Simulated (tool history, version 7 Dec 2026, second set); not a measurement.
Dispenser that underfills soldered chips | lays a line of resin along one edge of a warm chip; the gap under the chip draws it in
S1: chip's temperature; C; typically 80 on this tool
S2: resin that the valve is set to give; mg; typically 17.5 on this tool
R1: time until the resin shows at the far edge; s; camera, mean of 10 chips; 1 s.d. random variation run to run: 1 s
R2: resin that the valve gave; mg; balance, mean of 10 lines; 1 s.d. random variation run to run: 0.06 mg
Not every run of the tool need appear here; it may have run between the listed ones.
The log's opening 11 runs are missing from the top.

At hour 142.3: new syringe of resin.
Run 12, hour 153.4: usual settings. Result: R1 146.5 s, R2 17.49 mg.
At hour 160.7: new syringe of resin.
Run 13, hour 169.5: usual settings. Result: R1 134.1 s, R2 17.33 mg.
At hour 178.8: new syringe of resin.
Run 14, hour 182.6: usual settings. Result: R1 107.9 s, R2 17.32 mg.
At hour 196.3: new syringe of resin.
Run 15, hour 199.9: usual settings. Result: R1 108.3 s, R2 17.24 mg.
Run 16, hour 211.8: usual settings. Result: R1 180.5 s, R2 17.16 mg.
At hour 214.6: new syringe of resin.
Run 17, hour 225.3: usual settings. Result: R1 150.2 s, R2 17.12 mg.
At hour 232.2: new syringe of resin.
Run 18, hour 241.7: usual settings. Result: R1 141.5 s, R2 17.08 mg.
At hour 249.9: new syringe of resin.
Run 19, hour 253.2: usual settings but S1 86 C. Result: R1 79.9 s, R2 16.91 mg.
Run 20, hour 263.7: usual settings but S1 85 C, S2 22.7 mg. Result: R1 129.2 s, R2 21.96 mg.
At hour 267.8: new syringe of resin.
Run 21, hour 274.4: usual settings but S1 68 C, S2 21.1 mg. Result: R1 215.0 s, R2 20.35 mg.
Run 22, hour 282.7: usual settings but S1 83 C. Result: R1 154.5 s, R2 16.84 mg.
At hour 286.0: new syringe of resin.
Run 23, hour 294.8: usual settings but S1 88 C, S2 16.3 mg. Result: R1 97.0 s, R2 15.66 mg.
At hour 304.0: new syringe of resin.
Run 24, hour 307.4: usual settings but S1 75 C, S2 20.4 mg. Result: R1 128.4 s, R2 19.61 mg.
At hour 321.4: new syringe of resin.
Run 25, hour 322.2: usual settings but S1 83 C, S2 20.3 mg. Result: R1 79.8 s, R2 19.35 mg.
Run 26, hour 331.3: usual settings but S1 89 C, S2 15.3 mg. Result: R1 98.7 s, R2 14.62 mg.
At hour 338.9: new syringe of resin.
Run 27, hour 340.5: usual settings but S1 89 C, S2 15.3 mg. Result: R1 69.5 s, R2 14.53 mg.
At hour 356.6: new syringe of resin.
Run 28, hour 358.1: usual settings but S1 89 C, S2 15.3 mg. Result: R1 68.6 s, R2 14.47 mg.
Run 29, hour 366.2: usual settings but S1 94 C, S2 17.6 mg. Result: R1 72.2 s, R2 16.66 mg.
At hour 368.7: dispensing valve cleaned and set on the balance.
At hour 375.7: new syringe of resin.
Run 30, hour 380.6: usual settings but S2 20.9 mg. Result: R1 110.1 s, R2 20.85 mg.
At hour 394.1: new syringe of resin.
Run 31, hour 398.4: usual settings but S1 84 C, S2 15.2 mg. Result: R1 93.3 s, R2 15.05 mg.
Run 32, hour 405.8: usual settings but S1 88 C, S2 20.1 mg. Result: R1 102.3 s, R2 19.92 mg.
At hour 412.2: new syringe of resin.
Run 33, hour 417.5: usual settings but S1 88 C, S2 20.1 mg. Result: R1 76.7 s, R2 19.86 mg.
Run 34, hour 428.1: usual settings but S1 88 C, S2 20.1 mg. Result: R1 120.8 s, R2 19.85 mg.
At hour 430.7: new syringe of resin.
Run 35, hour 440.5: usual settings but S2 17.2 mg. Result: R1 139.6 s, R2 16.84 mg.

Branching from run 35: 4 alternative next runs. What would each branch give?
At hour 448.8: new syringe of resin.
Run A, hour 457.3: usual settings but S2 15.2 mg. Result: R1 ?, R2 ?.
At hour 448.8: new syringe of resin.
Run B, hour 457.3: usual settings but S1 73 C, S2 16.7 mg. Result: R1 ?, R2 ?.
At hour 448.8: new syringe of resin.
Run C, hour 457.3: usual settings but S1 90 C, S2 16.5 mg. Result: R1 ?, R2 ?.
At hour 448.8: new syringe of resin.
Run D, hour 457.3: usual settings but S1 76 C, S2 20.8 mg. Result: R1 ?, R2 ?.

run     R1     R2
  A  134.1  14.95
  B  187.2  16.38
  C   82.9  16.04
  D  152.6  20.44
Without the tool's unlogged condition, the same runs would have read:
run     R1     R2
  A  101.9  15.28
  B  143.3  16.74
  C   62.6  16.40
  D  117.2  20.89
